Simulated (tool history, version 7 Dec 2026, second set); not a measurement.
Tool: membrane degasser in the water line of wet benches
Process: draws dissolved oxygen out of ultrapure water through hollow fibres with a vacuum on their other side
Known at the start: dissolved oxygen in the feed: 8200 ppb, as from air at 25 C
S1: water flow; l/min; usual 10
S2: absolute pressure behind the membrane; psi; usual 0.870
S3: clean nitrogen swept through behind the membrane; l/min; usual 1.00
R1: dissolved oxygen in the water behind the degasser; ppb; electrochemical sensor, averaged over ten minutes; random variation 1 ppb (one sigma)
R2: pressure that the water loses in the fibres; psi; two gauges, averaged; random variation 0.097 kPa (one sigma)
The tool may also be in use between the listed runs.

Run 1, hour 0.0: usual settings. Result: R1 132.6 ppb, R2 6.094 psi.
Run 2, hour 341.9: usual settings. Result: R1 132.2 ppb, R2 6.126 psi.
Run 3, hour 523.4: usual settings but S3 0.56 l/min. Result: R1 181.5 ppb, R2 6.121 psi.
Run 4, hour 716.7: usual settings. Result: R1 134.9 ppb, R2 6.123 psi.
Run 5, hour 984.0: usual settings. Result: R1 136.6 ppb, R2 6.154 psi.
Run 6, hour 1273.1: usual settings. Result: R1 136.1 ppb, R2 6.118 psi.
Run 7, hour 1560.9: usual settings but S2 0.540 psi, S3 1.85 l/min. Result: R1 73.5 ppb, R2 6.132 psi.
Run 8, hour 1877.0: usual settings but S2 0.540 psi, S3 1.85 l/min. Result: R1 75.6 ppb, R2 6.134 psi.
Run 9, hour 2129.9: usual settings but S2 0.540 psi, S3 1.96 l/min. Result: R1 74.9 ppb, R2 6.170 psi.
Run 10, hour 2428.4: usual settings but S1 8 l/min, S2 1.597 psi, S3 0.83 l/min. Result: R1 220.3 ppb, R2 4.904 psi.

Forecast each of these 5 alternatives for the next run:
Run A, hour 2604.9: usual settings but S1 8 l/min. Result: R1 ?, R2 ?.
Run B, hour 2604.9: usual settings but S1 15 l/min. Result: R1 ?, R2 ?.
Run C, hour 2604.9: usual settings but S3 0.69 l/min. Result: R1 ?, R2 ?.
Run D, hour 2604.9: usual settings but S1 9 l/min, S2 0.664 psi, S3 1.95 l/min. Result: R1 ?, R2 ?.
Run E, hour 2604.9: usual settings but S1 12 l/min, S2 1.622 psi. Result: R1 ?, R2 ?.

run     R1     R2
  A   97.5  4.928
  B  261.7  9.227
  C  168.4  6.152
  D   69.5  5.539
  E  329.6  7.368
Without the tool's hidden state the same runs would have given:
run     R1     R2
  A   84.2  4.788
  B  232.2  8.963
  C  147.2  5.976
  D   58.2  5.379
  E  306.0  7.156
